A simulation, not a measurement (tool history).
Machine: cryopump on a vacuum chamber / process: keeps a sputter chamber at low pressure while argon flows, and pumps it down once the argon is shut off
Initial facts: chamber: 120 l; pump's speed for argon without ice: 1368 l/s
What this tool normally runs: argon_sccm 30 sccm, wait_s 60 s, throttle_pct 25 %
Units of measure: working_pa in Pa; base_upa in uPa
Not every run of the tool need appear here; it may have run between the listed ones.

run   hour  argon_sccm  wait_s  throttle_pct  working_pa  base_upa
  1    0.0          30      60            25      0.1525      1.59
  2   12.0          30      60            25      0.1525      1.55
  3   27.6          30      60            25      0.1521      1.60
  4   46.4          30      60            25      0.1511      1.60
  5   61.2          30      60            25      0.1509      1.66
  6   73.5          41      60            25      0.2086      1.61
  7   92.0          30      60            36      0.1075      1.63
  8  103.9          30      35            25      0.1524      2.22
  9  115.9          30      35            25      0.1531      2.17
 10  138.4          30      35            25      0.1521      2.17
 11  160.0          30      60            25      0.1518      1.66
 12  170.9          30      60            25      0.1524      1.70
 13  181.1          30      60            25      0.1533      1.70
 14  202.4          30      60            25      0.1532      1.71
 15  219.1          30      42            25      0.1536      2.09
 16  232.0          30     116            25      0.1526      1.36
 17  241.8          30     116            25      0.1519      1.44
 18  259.2          30     297            25      0.1539      1.20
 19  281.3          30     297            25      0.1536      1.17
 20  298.2          47     108            25      0.2403      1.43
 21  321.6          35      80            25      0.1797      1.62
 22  340.4          43      33            22      0.2504      2.38
 23  358.4          17      57            25      0.0875      1.85
 24  372.6          30      60            45      0.0874      1.87
 25  391.6          30      60            45      0.0876      1.83
 26  410.5          22      60            45      0.0648      1.88
 27  432.1          40     115            45      0.1182      1.52
 28  446.7          40     115            45      0.1186      1.50
 29  462.7          13     193            46      0.0372      1.49
 30  473.6          29      58            46      0.0843      1.91
 31  491.3          41     109            46      0.1176      1.60
 32  505.2          41     109            46      0.1188      1.55
 33  525.0          41     109            46      0.1191      1.61
 34  540.8          41     109            46      0.1192      1.69
 35  563.5          24     109            51      0.0637      1.70

3 options for the next run, each taken on its own from the tool as it stands now. Forecast them:
  A  577.9          24      24            51           ?         ?
  B  577.9          30      38            18           ?         ?
  C  577.9          20      75            52           ?         ?

run  working_pa  base_upa
  A      0.0639      3.12
  B      0.2115      2.37
  C      0.0518      1.86
What these runs would have given with no unlogged condition in the tool:
run  working_pa  base_upa
  A      0.0584      2.06
  B      0.2048      1.33
  C      0.0472      0.79
